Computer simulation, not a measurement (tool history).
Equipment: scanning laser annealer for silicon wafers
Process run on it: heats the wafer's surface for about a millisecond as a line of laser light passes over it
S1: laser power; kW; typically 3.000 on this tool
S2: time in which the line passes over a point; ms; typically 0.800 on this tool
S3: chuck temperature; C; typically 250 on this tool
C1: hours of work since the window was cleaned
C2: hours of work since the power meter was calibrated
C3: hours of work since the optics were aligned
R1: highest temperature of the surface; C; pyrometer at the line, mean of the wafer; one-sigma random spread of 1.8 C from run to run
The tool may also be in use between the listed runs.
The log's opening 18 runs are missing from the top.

run    hour     S1     S2   S3   C1    C2   C3    R1
     1085.3  -- optics aligned, line set to its width
 19  1137.4  2.815  0.800  250  124  1998   25   992
 20  1219.9  3.000  0.754  250  164  2037   65  1009
 21  1282.8  3.000  0.754  250  194  2068   95  1013
 22  1356.5  2.829  0.619  263  229  2103  131   925
 23  1433.2  3.000  0.960  217  266  2140  168  1057
 24  1507.6  3.000  0.960  217  302  2176  204  1054
 25  1591.1  3.000  0.960  217  343  2217  244  1052
 26  1673.8  3.000  0.962  250  383  2256  284  1079
 27  1722.5  3.000  0.990  274  406  2280  308  1112
 28  1813.8  2.632  0.640  235  450  2324  352   847
 29  1866.5  2.645  0.661  215  476  2349  377   838
 30  1922.5  2.993  0.826  270  503  2376  404  1039
 31  1975.5  2.891  0.699  271  528  2402  430   962
 32  2067.2  2.764  0.626  272  572  2446  474   901

Forecast run 33:
 33  2118.5  3.000  0.787  252  597  2471  499   ?

Logged for run 33: R1 1001 C.
The same run, on a tool lacking any hidden state, would have yielded R1 1050 C.

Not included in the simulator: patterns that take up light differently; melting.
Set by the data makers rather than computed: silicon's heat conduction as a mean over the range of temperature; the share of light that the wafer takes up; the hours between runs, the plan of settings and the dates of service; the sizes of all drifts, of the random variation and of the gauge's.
